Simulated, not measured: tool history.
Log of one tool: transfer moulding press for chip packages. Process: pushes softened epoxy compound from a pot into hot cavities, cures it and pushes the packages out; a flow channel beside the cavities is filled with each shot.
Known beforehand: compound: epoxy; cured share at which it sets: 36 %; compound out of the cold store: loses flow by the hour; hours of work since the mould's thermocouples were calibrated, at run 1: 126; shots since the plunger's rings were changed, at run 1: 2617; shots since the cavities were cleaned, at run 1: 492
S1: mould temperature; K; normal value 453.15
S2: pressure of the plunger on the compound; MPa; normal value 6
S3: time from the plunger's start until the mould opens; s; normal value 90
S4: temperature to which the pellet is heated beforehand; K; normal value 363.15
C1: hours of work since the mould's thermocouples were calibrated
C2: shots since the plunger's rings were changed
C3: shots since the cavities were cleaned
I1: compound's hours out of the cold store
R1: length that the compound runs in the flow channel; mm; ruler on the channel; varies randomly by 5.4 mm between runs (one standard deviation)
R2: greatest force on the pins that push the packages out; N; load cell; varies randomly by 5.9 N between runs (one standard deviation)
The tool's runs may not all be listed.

{"run": 1, "hour": 0.0, "S1": 453.15, "S2": 6, "S3": 90, "S4": 363.15, "C1": 126, "C2": 2617, "C3": 492, "I1": 35.2, "R1": 541, "R2": 293}
{"run": 2, "hour": 10.4, "S1": 453.15, "S2": 6, "S3": 90, "S4": 363.15, "C1": 132, "C2": 2748, "C3": 623, "I1": 38.6, "R1": 540, "R2": 336}
{"hour": 17.5, "done": "cavities cleaned with cleaning compound and waxed"}
{"run": 3, "hour": 22.6, "S1": 453.15, "S2": 6, "S3": 90, "S4": 363.15, "C1": 140, "C2": 2884, "C3": 65, "I1": 45.9, "R1": 526, "R2": 240}
{"run": 4, "hour": 29.8, "S1": 453.15, "S2": 6, "S3": 90, "S4": 363.15, "C1": 145, "C2": 2976, "C3": 157, "I1": 43.6, "R1": 528, "R2": 256}
{"run": 5, "hour": 36.4, "S1": 453.15, "S2": 6, "S3": 102, "S4": 363.15, "C1": 149, "C2": 3059, "C3": 240, "I1": 17.5, "R1": 567, "R2": 227}
{"hour": 41.5, "done": "plunger's sealing rings changed"}
{"run": 6, "hour": 49.9, "S1": 447.15, "S2": 6, "S3": 78, "S4": 363.15, "C1": 156, "C2": 106, "C3": 379, "I1": 43, "R1": 576, "R2": 609}
{"run": 7, "hour": 57.9, "S1": 453.15, "S2": 6, "S3": 72, "S4": 363.15, "C1": 162, "C2": 207, "C3": 480, "I1": 13.8, "R1": 614, "R2": 523}
{"hour": 61.0, "done": "mould's thermocouples calibrated"}
{"run": 8, "hour": 65.3, "S1": 453.15, "S2": 6, "S3": 96, "S4": 363.15, "C1": 3, "C2": 275, "C3": 548, "I1": 34.3, "R1": 581, "R2": 292}
{"run": 9, "hour": 75.7, "S1": 453.15, "S2": 5.83, "S3": 109, "S4": 363.15, "C1": 10, "C2": 407, "C3": 680, "I1": 16.2, "R1": 601, "R2": 270}

Run 10 is up next; what results do you expect?
{"hour": 78.3, "done": "cavities cleaned with cleaning compound and waxed"}
{"hour": 86.1, "done": "mould's thermocouples calibrated, once more"}
{"run": 10, "hour": 88.7, "S1": 450.15, "S2": 7.37, "S3": 76, "S4": 357.15, "C1": 2, "C2": 527, "C3": 106, "I1": 22.4, "R1": "?", "R2": "?"}

For run 10 the tool returned R1 668 mm, R2 442 N.
Without the tool's hidden state the same run would have given R1 675 mm, R2 402 N.

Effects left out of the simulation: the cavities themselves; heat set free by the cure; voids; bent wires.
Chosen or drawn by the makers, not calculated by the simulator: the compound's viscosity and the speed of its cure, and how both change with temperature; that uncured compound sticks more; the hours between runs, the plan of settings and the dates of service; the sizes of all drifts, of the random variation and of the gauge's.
